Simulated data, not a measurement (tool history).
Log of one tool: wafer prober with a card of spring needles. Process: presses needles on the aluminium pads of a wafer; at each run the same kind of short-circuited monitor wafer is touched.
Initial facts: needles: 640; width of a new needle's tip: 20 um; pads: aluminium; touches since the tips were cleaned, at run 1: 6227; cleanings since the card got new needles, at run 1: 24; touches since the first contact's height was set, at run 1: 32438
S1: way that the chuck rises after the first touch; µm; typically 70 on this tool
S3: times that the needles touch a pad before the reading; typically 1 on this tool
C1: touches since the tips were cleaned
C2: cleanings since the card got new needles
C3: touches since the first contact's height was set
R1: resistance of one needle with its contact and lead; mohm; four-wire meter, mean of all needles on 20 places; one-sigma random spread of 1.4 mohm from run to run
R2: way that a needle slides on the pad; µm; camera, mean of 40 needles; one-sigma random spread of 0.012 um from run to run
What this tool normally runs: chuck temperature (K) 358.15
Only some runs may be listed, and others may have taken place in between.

{"run": 1, "hour": 0.0, "S1": 70, "chuck temperature (K)": 358.15, "S3": 1, "C1": 6227, "C2": 24, "C3": 32438, "R1": 188, "R2": 11.46}
{"hour": 2.2, "done": "tips cleaned on abrasive film"}
{"run": 2, "hour": 10.1, "S1": 70, "chuck temperature (K)": 358.15, "S3": 1, "C1": 4196, "C2": 25, "C3": 37758, "R1": 203, "R2": 11.45}
{"hour": 15.7, "done": "tips cleaned on abrasive film"}
{"run": 3, "hour": 17.6, "S1": 76, "chuck temperature (K)": 358.15, "S3": 1, "C1": 1048, "C2": 26, "C3": 41736, "R1": 142, "R2": 12.47}
{"run": 4, "hour": 25.0, "S1": 76, "chuck temperature (K)": 358.15, "S3": 1, "C1": 4976, "C2": 26, "C3": 45664, "R1": 174, "R2": 12.43}
{"hour": 29.4, "done": "tips cleaned on abrasive film"}
{"run": 5, "hour": 35.6, "S1": 70, "chuck temperature (K)": 358.15, "S3": 1, "C1": 3289, "C2": 27, "C3": 51246, "R1": 168, "R2": 11.44}
{"hour": 43.3, "done": "tips cleaned on abrasive film"}
{"run": 6, "hour": 44.7, "S1": 70, "chuck temperature (K)": 358.15, "S3": 1, "C1": 774, "C2": 28, "C3": 56093, "R1": 137, "R2": 11.42}
{"hour": 49.5, "done": "tips cleaned on abrasive film, once more"}
{"run": 7, "hour": 54.7, "S1": 70, "chuck temperature (K)": 358.15, "S3": 1, "C1": 2765, "C2": 29, "C3": 61353, "R1": 162, "R2": 11.43}
{"hour": 62.9, "done": "tips cleaned on abrasive film"}
{"run": 8, "hour": 64.6, "S1": 71, "chuck temperature (K)": 309.15, "S3": 3, "C1": 927, "C2": 30, "C3": 66592, "R1": 119, "R2": 11.59}
{"run": 9, "hour": 70.4, "S1": 71, "chuck temperature (K)": 309.15, "S3": 3, "C1": 4024, "C2": 30, "C3": 69689, "R1": 133, "R2": 11.58}
{"hour": 76.2, "done": "tips cleaned on abrasive film"}
{"run": 10, "hour": 79.8, "S1": 52, "chuck temperature (K)": 312.15, "S3": 2, "C1": 1924, "C2": 31, "C3": 74640, "R1": 157, "R2": 8.45}
{"run": 11, "hour": 84.8, "S1": 80, "chuck temperature (K)": 313.15, "S3": 1, "C1": 4610, "C2": 31, "C3": 77326, "R1": 166, "R2": 13.06}
{"hour": 90.0, "done": "tips cleaned on abrasive film"}
{"run": 12, "hour": 95.2, "S1": 54, "chuck temperature (K)": 350.15, "S3": 1, "C1": 2783, "C2": 32, "C3": 82812, "R1": 192, "R2": 8.76}

Each row is a separate what-if for the run after 12, all from the same tool condition, not one after another. Results?
{"run": "A", "hour": 99.5, "S1": 70, "chuck temperature (K)": 313.15, "S3": 1, "C1": 5087, "C2": 32, "C3": 85116, "R1": "?", "R2": "?"}
{"run": "B", "hour": 99.5, "S1": 70, "chuck temperature (K)": 358.15, "S3": 1, "C1": 5087, "C2": 32, "C3": 85116, "R1": "?", "R2": "?"}
{"run": "C", "hour": 99.5, "S1": 71, "chuck temperature (K)": 318.15, "S3": 2, "C1": 5087, "C2": 32, "C3": 85116, "R1": "?", "R2": "?"}

run=A R1=183 R2=11.4
run=B R1=185 R2=11.39
run=C R1=152 R2=11.58
What these runs would have given with no unlogged condition in the tool:
run=A R1=114 R2=11.52
run=B R1=121 R2=11.5
run=C R1=113 R2=11.69
